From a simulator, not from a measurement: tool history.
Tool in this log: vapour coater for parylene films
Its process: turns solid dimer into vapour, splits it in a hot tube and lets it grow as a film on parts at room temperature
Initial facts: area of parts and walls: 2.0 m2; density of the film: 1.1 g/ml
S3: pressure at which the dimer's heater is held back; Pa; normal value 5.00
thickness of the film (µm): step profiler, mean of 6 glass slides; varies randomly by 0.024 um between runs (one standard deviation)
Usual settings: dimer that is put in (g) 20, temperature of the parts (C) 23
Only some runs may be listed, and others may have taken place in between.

Run 1, hour 0.0: usual settings. Result: thickness of the film (µm) 4.14.
Run 2, hour 14.2: usual settings but S3 8.38 Pa. Result: thickness of the film (µm) 3.69.
Run 3, hour 24.6: usual settings but S3 8.38 Pa. Result: thickness of the film (µm) 3.67.
Run 4, hour 38.2: usual settings but temperature of the parts (C) 19. Result: thickness of the film (µm) 4.92.
Run 5, hour 49.2: usual settings but temperature of the parts (C) 19. Result: thickness of the film (µm) 4.93.
Run 6, hour 62.6: usual settings but temperature of the parts (C) 19. Result: thickness of the film (µm) 4.86.
Run 7, hour 77.5: usual settings but temperature of the parts (C) 19. Result: thickness of the film (µm) 4.90.
Run 8, hour 94.1: usual settings but temperature of the parts (C) 19. Result: thickness of the film (µm) 4.86.
Run 9, hour 111.1: usual settings but dimer that is put in (g) 35. Result: thickness of the film (µm) 7.12.
Run 10, hour 123.5: usual settings. Result: thickness of the film (µm) 4.08.
Run 11, hour 135.3: usual settings but dimer that is put in (g) 17. Result: thickness of the film (µm) 3.46.
Run 12, hour 147.4: usual settings but dimer that is put in (g) 17. Result: thickness of the film (µm) 3.46.
Run 13, hour 155.6: usual settings but dimer that is put in (g) 17. Result: thickness of the film (µm) 3.43.
Run 14, hour 171.2: usual settings. Result: thickness of the film (µm) 4.06.
Run 15, hour 186.6: usual settings. Result: thickness of the film (µm) 4.05.
Run 16, hour 196.7: usual settings. Result: thickness of the film (µm) 3.98.
Run 17, hour 209.7: usual settings but dimer that is put in (g) 16. Result: thickness of the film (µm) 3.20.
Run 18, hour 219.1: usual settings but S3 2.27 Pa. Result: thickness of the film (µm) 4.69.
Run 19, hour 227.3: usual settings. Result: thickness of the film (µm) 3.96.
Run 20, hour 236.4: usual settings. Result: thickness of the film (µm) 4.03.
Run 21, hour 247.1: usual settings but temperature of the parts (C) 21. Result: thickness of the film (µm) 4.34.
Run 22, hour 262.7: usual settings but temperature of the parts (C) 21. Result: thickness of the film (µm) 4.35.
Run 23, hour 278.1: usual settings but temperature of the parts (C) 21. Result: thickness of the film (µm) 4.36.
Run 24, hour 291.4: usual settings but temperature of the parts (C) 32. Result: thickness of the film (µm) 2.63.
Run 25, hour 299.0: usual settings but temperature of the parts (C) 32. Result: thickness of the film (µm) 2.63.
Run 26, hour 311.0: usual settings but dimer that is put in (g) 19, temperature of the parts (C) 24, S3 4.55 Pa. Result: thickness of the film (µm) 3.69.
Run 27, hour 326.3: usual settings but temperature of the parts (C) 28, S3 7.81 Pa. Result: thickness of the film (µm) 2.89.
Run 28, hour 335.5: usual settings but dimer that is put in (g) 29, S3 5.64 Pa. Result: thickness of the film (µm) 5.55.
Run 29, hour 347.1: usual settings but dimer that is put in (g) 29, S3 5.64 Pa. Result: thickness of the film (µm) 5.56.
Run 30, hour 356.0: usual settings but dimer that is put in (g) 29, S3 5.65 Pa. Result: thickness of the film (µm) 5.51.
Run 31, hour 366.2: usual settings but dimer that is put in (g) 11, temperature of the parts (C) 29, S3 7.91 Pa. Result: thickness of the film (µm) 1.50.
Run 32, hour 379.7: usual settings but dimer that is put in (g) 27, temperature of the parts (C) 32, S3 8.71 Pa. Result: thickness of the film (µm) 3.18.
Run 33, hour 395.7: usual settings but dimer that is put in (g) 23, temperature of the parts (C) 29. Result: thickness of the film (µm) 3.43.
Run 34, hour 408.1: usual settings but dimer that is put in (g) 23, temperature of the parts (C) 21, S3 11.39 Pa. Result: thickness of the film (µm) 4.16.
Run 35, hour 424.4: usual settings but dimer that is put in (g) 23, temperature of the parts (C) 21, S3 11.39 Pa. Result: thickness of the film (µm) 4.17.
Run 36, hour 433.6: usual settings but dimer that is put in (g) 11, temperature of the parts (C) 22, S3 3.92 Pa. Result: thickness of the film (µm) 2.34.
Run 37, hour 446.2: usual settings but dimer that is put in (g) 11, temperature of the parts (C) 22, S3 3.92 Pa. Result: thickness of the film (µm) 2.35.
Run 38, hour 455.1: usual settings but dimer that is put in (g) 17, temperature of the parts (C) 22, S3 2.72 Pa. Result: thickness of the film (µm) 3.90.
At hour 465.6: trap's valve overhauled.
Run 39, hour 468.9: usual settings but dimer that is put in (g) 30, temperature of the parts (C) 19, S3 2.72 Pa. Result: thickness of the film (µm) 8.71.
Run 40, hour 479.7: usual settings but dimer that is put in (g) 18, temperature of the parts (C) 25, S3 5.44 Pa. Result: thickness of the film (µm) 3.42.
Run 41, hour 494.4: usual settings but dimer that is put in (g) 18, temperature of the parts (C) 25, S3 5.44 Pa. Result: thickness of the film (µm) 3.46.
Run 42, hour 503.8: usual settings but dimer that is put in (g) 18, temperature of the parts (C) 25, S3 5.44 Pa. Result: thickness of the film (µm) 3.43.
Run 43, hour 519.9: usual settings but dimer that is put in (g) 18, temperature of the parts (C) 25, S3 5.44 Pa. Result: thickness of the film (µm) 3.43.
Run 44, hour 534.0: usual settings but dimer that is put in (g) 23, temperature of the parts (C) 27. Result: thickness of the film (µm) 4.05.
Run 45, hour 546.9: usual settings but dimer that is put in (g) 12, temperature of the parts (C) 16, S3 9.97 Pa. Result: thickness of the film (µm) 3.01.
Run 46, hour 556.9: usual settings but dimer that is put in (g) 16, temperature of the parts (C) 20. Result: thickness of the film (µm) 3.88.
Run 47, hour 571.6: usual settings but dimer that is put in (g) 23, temperature of the parts (C) 20. Result: thickness of the film (µm) 5.55.

Here are 4 independent what-if runs from the current tool condition. What would each one return?
Run A, hour 587.1: usual settings but dimer that is put in (g) 28, temperature of the parts (C) 28, S3 2.80 Pa. Result: thickness of the film (µm) ?.
Run B, hour 587.1: usual settings but dimer that is put in (g) 23, temperature of the parts (C) 20, S3 3.62 Pa. Result: thickness of the film (µm) ?.
Run C, hour 587.1: usual settings but dimer that is put in (g) 23, temperature of the parts (C) 17. Result: thickness of the film (µm) ?.
Run D, hour 587.1: usual settings but dimer that is put in (g) 11. Result: thickness of the film (µm) ?.

run  thickness of the film (µm)
  A                        5.32
  B                        5.93
  C                        6.33
  D                        2.31
Without the tool's unlogged condition, the same runs would have read:
run  thickness of the film (µm)
  A                        5.48
  B                        6.11
  C                        6.52
  D                        2.38
